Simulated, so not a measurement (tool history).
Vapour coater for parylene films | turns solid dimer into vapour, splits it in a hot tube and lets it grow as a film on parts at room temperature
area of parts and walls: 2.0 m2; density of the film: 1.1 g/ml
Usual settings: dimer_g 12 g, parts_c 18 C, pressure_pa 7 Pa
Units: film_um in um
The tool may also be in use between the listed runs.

run    hour  dimer_g  parts_c  pressure_pa  film_um
  1       0       12       18            7      2.9
  2    26.2       12       18            7     2.81
  3    69.3       12       18            7      2.7
  4    95.6       12       18            7      2.7
  5     119       12       18         4.53     2.89
  6   140.9        9       18         4.53     2.16
  7   173.5        6       18            7      1.3
  8   215.5        6       18            7     1.33
      254.1  -- trap's valve overhauled
  9   255.4       12       18         5.14     3.11
 10     281       12       18         9.19     2.85
 11   304.3       12       18         9.19     2.82
 12   346.4       12       18         9.19     2.78
 13   380.6       12       18         9.19     2.75
 14   400.2       16       18            7     3.74
 15   428.1        6       18            7     1.42
 16     453        6       18         5.96     1.42
 17     483        6       18         5.96     1.37
 18   530.2        6       18         5.96     1.34
 19   576.2        6       18         5.96      1.4
 20     598        6       18         5.96     1.37
      619.1  -- trap's valve overhauled
 21   635.8       12       18            7     2.99
 22   669.4       12       18            7     2.91
 23   706.1       12       20            7     2.63
 24   748.7        8       20         2.52     2.01
 25   779.9       12       20         2.11     3.09
 26   816.5       20       20         2.11     5.12
 27   838.7        7       14         5.88     1.91
 28   864.1        7       14         5.88     1.94
 29   906.2        7       14         5.88     1.88
 30   936.8        7       14         5.88     1.88
 31   971.2        8       21         5.88     1.62
      984.8  -- trap's valve overhauled
 32  1015.8        8       15         5.88     2.29
 33  1044.2       10       26         6.68     1.81
 34    1092       10       14        10.71     2.67
 35  1134.4       13       18            7     3.06
 36  1164.8       11       27            7     1.79
 37  1196.6        5       10         9.62     1.54
 38    1218        9       17          2.8     2.46
 39  1250.6        7       21          2.8     1.64
 40  1281.4        6       21         2.28     1.39
 41  1320.4        6       21         2.28     1.38
     1349.6  -- trap's valve overhauled
 42  1354.2        8       15         9.67      2.2
 43  1390.7        8       15         9.67     2.14
 44  1423.9       18       29         2.41     3.27
 45  1446.5        7       19         5.93      1.7
 46  1487.5        6       27            7     1.04

Measured less the same run without the tool's hidden state. The same run-to-run variation is in both; the gauge's scatter may not be:
The hidden state here: vapour lost through the trap's worn valve, %; true temperature of the parts over the reading, C; drift of the gauge itself on film_um, %.
run  film_um
  1    -0.16
  2    -0.18
  3    -0.21
  4    -0.24
  5    -0.27
  6    -0.22
  7    -0.16
  8    -0.18
  9       +0
 10    -0.02
 11    -0.04
 12    -0.07
 13    -0.11
 14    -0.17
 15    -0.08
 16    -0.09
 17     -0.1
 18    -0.13
 19    -0.15
 20    -0.16
 21    +0.01
 22    -0.02
 23    -0.05
 24    -0.07
 25    -0.14
 26     -0.3
 27    -0.12
 28    -0.15
 29    -0.17
 30     -0.2
 31    -0.19
 32    +0.02
 33       +0
 34    -0.04
 35     -0.1
 36    -0.08
 37    -0.08
 38    -0.15
 39    -0.11
 40    -0.12
 41    -0.14
 42    +0.05
 43    +0.02
 44       +0
 45    -0.01
 46    -0.02
